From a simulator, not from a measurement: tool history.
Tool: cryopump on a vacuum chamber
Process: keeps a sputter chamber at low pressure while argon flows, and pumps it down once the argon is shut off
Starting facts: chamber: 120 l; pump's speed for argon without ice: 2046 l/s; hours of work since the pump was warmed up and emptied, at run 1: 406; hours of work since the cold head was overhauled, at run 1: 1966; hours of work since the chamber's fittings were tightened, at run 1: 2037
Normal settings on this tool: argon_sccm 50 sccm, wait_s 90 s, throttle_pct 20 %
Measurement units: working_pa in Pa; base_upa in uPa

run    hour  argon_sccm  wait_s  throttle_pct  hours of work since the pump was warmed up and emptied  hours of work since the cold head was overhauled  hours of work since the chamber's fittings were tightened  working_pa  base_upa
  1       0          50      90            20                                                     406                                              1966                                                       2037      0.2123      2.25
  2    76.9          50      85            20                                                     443                                              2003                                                       2074      0.2136      2.28
  3   121.4          50      85            16                                                     464                                              2025                                                       2095      0.2674      2.35
      136.1  -- pump warmed up, emptied and cooled again
  4   233.5          50      85            16                                                      47                                              2076                                                       2147      0.2605      2.11
  5   332.1          50      85            16                                                      94                                              2124                                                       2194      0.2594       2.1
  6   404.8          50      90            20                                                     129                                              2159                                                       2229      0.2084      2.17
  7   503.7          50      90            20                                                     177                                              2207                                                       2277      0.2109      2.28
  8     557          50      26            20                                                     203                                              2232                                                       2303      0.2094      3.07
  9   607.5          50      90            20                                                     227                                              2257                                                       2327      0.2111      2.33
 10   698.2          50      90            20                                                     271                                              2300                                                       2371      0.2133      2.35
 11     767          50      90            20                                                     304                                              2333                                                       2404      0.2137      2.42
 12   857.4          50      90            20                                                     347                                              2377                                                       2447      0.2151      2.53
 13   913.6          50      90            20                                                     374                                              2404                                                       2474      0.2144      2.56
 14   972.7          50      90            20                                                     403                                              2432                                                       2503      0.2174      2.62
 15  1056.7          50      90            20                                                     443                                              2473                                                       2543      0.2172      2.76
     1107.2  -- pump warmed up, emptied and cooled again
 16  1107.2          50      90            20                                                       0                                              2495                                                       2565      0.2093      2.22
 17  1153.8          50      90            20                                                      22                                              2517                                                       2588      0.2089       2.3
 18  1253.5          75      59            20                                                      70                                              2565                                                       2636      0.3132       2.6
     1302.3  -- leaking fittings of the chamber tightened, without venting
 19    1352          75      59            20                                                     117                                              2612                                                         24       0.314      0.68
 20  1404.2          75      59            20                                                     142                                              2637                                                         49      0.3132      0.71
 21  1494.7          61      28            20                                                     186                                              2680                                                         93      0.2565      1.29
 22  1546.7          61      28            20                                                     211                                              2706                                                        118      0.2587      1.34
 23  1650.7          31      24            22                                                     261                                              2756                                                        168      0.1195      1.56
 24  1709.4          50      35            20                                                     289                                              2784                                                        196       0.212      1.18
 25  1771.5          21     128            20                                                     319                                              2814                                                        226      0.0897      0.58

Forecast run 26:
 26  1836.1          21      96            17                                                     350                                              2845                                                        257           ?         ?

{"run 26": {"working_pa": 0.1052, "base_upa": 0.72}}
Had the tool carried no hidden state, the very same run would have given working_pa 0.1021 Pa, base_upa 0.47 uPa.
